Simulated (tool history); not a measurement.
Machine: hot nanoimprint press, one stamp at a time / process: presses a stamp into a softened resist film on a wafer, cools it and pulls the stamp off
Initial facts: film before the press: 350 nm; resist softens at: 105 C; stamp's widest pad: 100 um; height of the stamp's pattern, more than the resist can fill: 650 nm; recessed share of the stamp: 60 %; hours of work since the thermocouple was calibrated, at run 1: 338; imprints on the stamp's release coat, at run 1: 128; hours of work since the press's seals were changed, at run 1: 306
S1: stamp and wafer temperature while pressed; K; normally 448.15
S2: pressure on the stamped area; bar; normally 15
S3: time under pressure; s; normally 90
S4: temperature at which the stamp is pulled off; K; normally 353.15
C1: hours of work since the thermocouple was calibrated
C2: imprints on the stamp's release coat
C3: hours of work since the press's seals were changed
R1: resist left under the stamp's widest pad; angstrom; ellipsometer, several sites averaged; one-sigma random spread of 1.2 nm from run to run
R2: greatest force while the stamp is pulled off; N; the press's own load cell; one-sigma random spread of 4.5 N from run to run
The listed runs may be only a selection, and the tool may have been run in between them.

run 1 hour=0 | S1=448.15 S2=15 S3=90 S4=353.15 | C1=338 C2=128 C3=306 | R1=1843 R2=220
run 2 hour=8.8 | S1=448.15 S2=15 S3=90 S4=353.15 | C1=344 C2=164 C3=313 | R1=1846 R2=229
run 3 hour=21.9 | S1=448.15 S2=15 S3=90 S4=353.15 | C1=353 C2=217 C3=321 | R1=1849 R2=228
run 4 hour=39.1 | S1=448.15 S2=15 S3=90 S4=353.15 | C1=364 C2=287 C3=333 | R1=1849 R2=234
run 5 hour=47.9 | S1=448.15 S2=15 S3=74 S4=353.15 | C1=370 C2=323 C3=339 | R1=1981 R2=239
run 6 hour=59.2 | S1=448.15 S2=15 S3=74 S4=353.15 | C1=378 C2=368 C3=347 | R1=1977 R2=234
run 7 hour=75 | S1=460.15 S2=15 S3=90 S4=353.15 | C1=389 C2=433 C3=358 | R1=1118 R2=246
run 8 hour=87 | S1=460.15 S2=15 S3=90 S4=353.15 | C1=397 C2=481 C3=366 | R1=1099 R2=237
-- hour=93.8 plate thermocouple calibrated
run 9 hour=98.3 | S1=460.15 S2=15 S3=90 S4=353.15 | C1=3 C2=515 C3=371 | R1=1074 R2=239
run 10 hour=108.8 | S1=460.15 S2=15 S3=90 S4=353.15 | C1=10 C2=558 C3=379 | R1=1073 R2=239
run 11 hour=117.8 | S1=458.15 S2=15 S3=90 S4=353.15 | C1=16 C2=594 C3=385 | R1=1170 R2=247
run 12 hour=130.3 | S1=458.15 S2=15 S3=90 S4=353.15 | C1=25 C2=645 C3=393 | R1=1176 R2=243
run 13 hour=147.6 | S1=458.15 S2=15 S3=90 S4=353.15 | C1=37 C2=715 C3=405 | R1=1167 R2=251
run 14 hour=165.1 | S1=458.15 S2=15 S3=90 S4=353.15 | C1=49 C2=786 C3=417 | R1=1193 R2=254
run 15 hour=179 | S1=458.15 S2=15 S3=90 S4=353.15 | C1=58 C2=843 C3=426 | R1=1176 R2=254
run 16 hour=191.5 | S1=447.15 S2=13.1 S3=90 S4=353.15 | C1=67 C2=894 C3=435 | R1=1980 R2=248
run 17 hour=199 | S1=450.15 S2=13.1 S3=90 S4=353.15 | C1=72 C2=924 C3=440 | R1=1763 R2=250
run 18 hour=213.7 | S1=450.15 S2=9.1 S3=124 S4=353.15 | C1=82 C2=984 C3=450 | R1=1798 R2=257
run 19 hour=229.1 | S1=448.15 S2=15 S3=90 S4=349.15 | C1=92 C2=1046 C3=460 | R1=1818 R2=288
run 20 hour=245.6 | S1=448.15 S2=15 S3=90 S4=349.15 | C1=103 C2=1113 C3=472 | R1=1796 R2=291
run 21 hour=260.8 | S1=436.15 S2=15.1 S3=121 S4=360.15 | C1=114 C2=1175 C3=482 | R1=2568 R2=219
run 22 hour=276.9 | S1=436.15 S2=15.1 S3=121 S4=360.15 | C1=125 C2=1240 C3=493 | R1=2610 R2=224
run 23 hour=287.9 | S1=436.15 S2=15.1 S3=121 S4=360.15 | C1=132 C2=1285 C3=500 | R1=2537 R2=228
run 24 hour=297.5 | S1=436.15 S2=15.1 S3=121 S4=360.15 | C1=139 C2=1324 C3=507 | R1=2596 R2=218
run 25 hour=309.2 | S1=455.15 S2=15 S3=90 S4=352.15 | C1=147 C2=1372 C3=515 | R1=1336 R2=295
run 26 hour=321.4 | S1=448.15 S2=17.1 S3=90 S4=351.15 | C1=155 C2=1421 C3=523 | R1=1726 R2=299
run 27 hour=335.7 | S1=448.15 S2=15 S3=90 S4=353.15 | C1=165 C2=1479 C3=533 | R1=1818 R2=289
run 28 hour=343.8 | S1=448.15 S2=15 S3=90 S4=353.15 | C1=170 C2=1512 C3=539 | R1=1843 R2=278
run 29 hour=356.6 | S1=448.15 S2=15 S3=113 S4=353.15 | C1=179 C2=1564 C3=547 | R1=1691 R2=297
run 30 hour=366.7 | S1=451.15 S2=10.9 S3=170 S4=360.15 | C1=186 C2=1605 C3=554 | R1=1427 R2=239

Below, each run's measurement less what the same run would have read without the hidden state. Both values contain the same run-to-run variation, but the gauge's scatter may not be the same in both:
The tool's hidden condition here consists of: true temperature over the reading, C; pressure that arrives at the usual setting, %; grip of the stamp's worn release coat, % over a new coat's; drift of the gauge itself on residual_nm, %; drift of the gauge itself on pull_off_n, %.
run=1 R1=+49 R2=+8
run=2 R1=+50 R2=+10
run=3 R1=+52 R2=+12
run=4 R1=+53 R2=+15
run=5 R1=+56 R2=+17
run=6 R1=+57 R2=+19
run=7 R1=+38 R2=+22
run=8 R1=+38 R2=+23
run=9 R1=+1 R2=+20
run=10 R1=+1 R2=+21
run=11 R1=+2 R2=+23
run=12 R1=+3 R2=+25
run=13 R1=+4 R2=+29
run=14 R1=+6 R2=+31
run=15 R1=+7 R2=+33
run=16 R1=+10 R2=+35
run=17 R1=+10 R2=+36
run=18 R1=+10 R2=+39
run=19 R1=+16 R2=+46
run=20 R1=+17 R2=+50
run=21 R1=+18 R2=+39
run=22 R1=+21 R2=+42
run=23 R1=+22 R2=+44
run=24 R1=+24 R2=+44
run=25 R1=+20 R2=+60
run=26 R1=+27 R2=+62
run=27 R1=+28 R2=+62
run=28 R1=+29 R2=+62
run=29 R1=+30 R2=+68
run=30 R1=+25 R2=+56

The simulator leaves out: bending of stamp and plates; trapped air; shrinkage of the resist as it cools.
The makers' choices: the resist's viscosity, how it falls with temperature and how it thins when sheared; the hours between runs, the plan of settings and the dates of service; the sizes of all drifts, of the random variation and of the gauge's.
